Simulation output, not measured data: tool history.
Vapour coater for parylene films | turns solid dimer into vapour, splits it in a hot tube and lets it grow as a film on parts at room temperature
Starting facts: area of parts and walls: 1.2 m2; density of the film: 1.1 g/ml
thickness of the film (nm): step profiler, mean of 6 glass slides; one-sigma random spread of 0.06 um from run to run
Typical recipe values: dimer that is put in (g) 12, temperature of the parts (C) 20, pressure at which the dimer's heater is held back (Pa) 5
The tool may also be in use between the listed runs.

| run | hour | dimer that is put in (g) | temperature of the parts (C) | pressure at which the dimer's heater is held back (Pa) | thickness of the film (nm) |
|---|---|---|---|---|---|
| 1 | 0 | 12 | 20 | 5 | 6530 |
| 2 | 15.4 | 12 | 20 | 5 | 6500 |
| 3 | 28.7 | 12 | 20 | 5 | 6490 |
| 4 | 45.7 | 12 | 14 | 5 | 8170 |
| 5 | 54.3 | 12 | 14 | 5 | 7950 |
| 6 | 68.9 | 7 | 14 | 5 | 4690 |
|  | 80.3 | trap's valve overhauled |
| 7 | 89.6 | 12 | 20 | 5 | 6890 |
| 8 | 102.2 | 8 | 20 | 5 | 4600 |
| 9 | 114.7 | 12 | 20 | 5 | 6910 |
| 10 | 126.9 | 12 | 20 | 5 | 6840 |
| 11 | 140 | 12 | 20 | 5 | 6860 |
| 12 | 154.5 | 12 | 20 | 5 | 6740 |
| 13 | 170.3 | 12 | 20 | 5 | 6770 |
| 14 | 183 | 9 | 19 | 5 | 5230 |
| 15 | 196.2 | 9 | 19 | 5 | 5250 |
| 16 | 203.4 | 9 | 17 | 8.62 | 5270 |
| 17 | 213.9 | 17 | 27 | 4.8 | 7420 |
| 18 | 224.9 | 12 | 20 | 7.52 | 6370 |
| 19 | 242 | 6 | 20 | 3.65 | 3560 |
| 20 | 255.6 | 12 | 25 | 2.08 | 6280 |
| 21 | 268.7 | 5 | 30 | 2.13 | 2130 |
| 22 | 284.5 | 13 | 30 | 6.39 | 4650 |
| 23 | 294.3 | 8 | 17 | 2.21 | 5490 |
| 24 | 304.9 | 11 | 17 | 2.22 | 7700 |
| 25 | 322.3 | 21 | 20 | 3.65 | 11940 |
| 26 | 331.6 | 15 | 12 | 5 | 10440 |

Below are 4 alternative next runs, each starting from the tool's condition after run 26. Predict each:
| A | 341.1 | 17 | 31 | 3.66 | ? |
| B | 341.1 | 15 | 17 | 10.03 | ? |
| C | 341.1 | 15 | 13 | 3.88 | ? |
| D | 341.1 | 12 | 29 | 5 | ? |

| run | thickness of the film (nm) |
|---|---|
| A | 6420 |
| B | 8200 |
| C | 10420 |
| D | 4540 |
The same runs, with their run-to-run variation unchanged, on a tool lacking any hidden condition would have given:
| run | thickness of the film (nm) |
|---|---|
| A | 6980 |
| B | 8920 |
| C | 11090 |
| D | 4940 |
